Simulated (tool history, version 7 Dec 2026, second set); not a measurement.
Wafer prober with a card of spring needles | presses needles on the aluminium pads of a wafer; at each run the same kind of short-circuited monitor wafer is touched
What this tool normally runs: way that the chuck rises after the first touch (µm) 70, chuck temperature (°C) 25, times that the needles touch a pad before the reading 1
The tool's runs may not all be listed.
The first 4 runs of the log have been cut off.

run	day	way that the chuck rises after the first touch (µm)	chuck temperature (°C)	times that the needles touch a pad before the reading	touches since the tips were cleaned	cleanings since the card got new needles	touches since the first contact's height was set	resistance of one needle with its contact and lead (mohm)	way that a needle slides on the pad (µm)
# day 1.779: tips cleaned on abrasive film
5	1.996	70	25	1	1869	45	26689	180	18.62
# day 2.192: tips cleaned on abrasive film
6	2.512	70	25	1	2744	46	31051	185	18.71
# day 2.579: tips cleaned on abrasive film
# day 2.971: tips cleaned on abrasive film
7	3.112	70	25	1	1216	48	36104	175	18.58
# day 3.400: tips cleaned on abrasive film
8	3.508	70	25	1	926	49	39450	167	18.61
# day 3.825: tips cleaned on abrasive film
9	3.892	70	25	1	574	50	42687	165	18.64
# day 4.225: tips cleaned on abrasive film
10	4.225	70	25	1	0	51	45493	150	18.59
11	4.538	70	25	1	2639	51	48132	186	18.62
# day 4.629: tips cleaned on abrasive film
# day 5.042: tips cleaned on abrasive film
12	5.112	70	25	1	583	53	52967	163	18.58
# day 5.429: tips cleaned on abrasive film
13	5.550	70	25	1	1026	54	56681	174	18.56
# day 5.829: tips cleaned on abrasive film
14	6.046	70	25	1	1842	55	60864	180	18.48
# day 6.208: tips cleaned on abrasive film
15	6.508	70	25	1	2560	56	64798	180	18.56
# day 6.592: tips cleaned on abrasive film
# day 6.604: height of the first contact set anew
# day 7.008: tips cleaned on abrasive film
16	7.175	70	25	1	1441	58	4844	179	18.76
# day 7.417: tips cleaned on abrasive film
17	7.612	70	122	1	1697	59	8538	194	18.77
# day 7.812: tips cleaned on abrasive film
18	7.988	70	122	1	1492	60	11681	194	18.75
# day 8.188: tips cleaned on abrasive film
19	8.542	61	111	1	3010	61	16369	213	16.32
# day 8.583: tips cleaned on abrasive film
# day 8.962: tips cleaned on abrasive film
20	9.288	67	25	1	2756	63	22668	188	17.89
# day 9.358: tips cleaned on abrasive film
# day 9.738: tips cleaned on abrasive film
21	9.738	89	60	1	0	65	26443	151	23.89
# day 10.154: tips cleaned on abrasive film
22	10.329	56	49	1	1512	66	31466	198	14.94
# day 10.525: tips cleaned on abrasive film
23	10.704	57	49	3	1531	67	34635	168	15.16
# day 10.925: tips cleaned on abrasive film
24	11.167	55	118	2	2067	68	38529	202	14.60
# day 11.304: tips cleaned on abrasive film
# day 11.696: tips cleaned on abrasive film
25	11.771	82	63	2	627	70	43611	161	21.91
# day 12.108: tips cleaned on abrasive film
26	12.317	82	63	2	1782	71	48228	166	21.80
# day 12.504: tips cleaned on abrasive film
27	12.796	82	34	1	2492	72	52287	176	21.83
# day 12.883: tips cleaned on abrasive film
28	13.171	79	25	1	2423	73	55437	178	20.99
# day 13.292: tips cleaned on abrasive film
29	13.654	70	25	1	3080	74	59546	190	18.57

Predict the results of run 30:
# day 13.700: tips cleaned on abrasive film
30	13.958	70	79	1	2234	75	62121	?	?

resistance of one needle with its contact and lead (mohm): 195
way that a needle slides on the pad (µm): 18.49
The same run, on a tool lacking any hidden state, would have yielded resistance of one needle with its contact and lead (mohm) 159, way that a needle slides on the pad (µm) 18.75.

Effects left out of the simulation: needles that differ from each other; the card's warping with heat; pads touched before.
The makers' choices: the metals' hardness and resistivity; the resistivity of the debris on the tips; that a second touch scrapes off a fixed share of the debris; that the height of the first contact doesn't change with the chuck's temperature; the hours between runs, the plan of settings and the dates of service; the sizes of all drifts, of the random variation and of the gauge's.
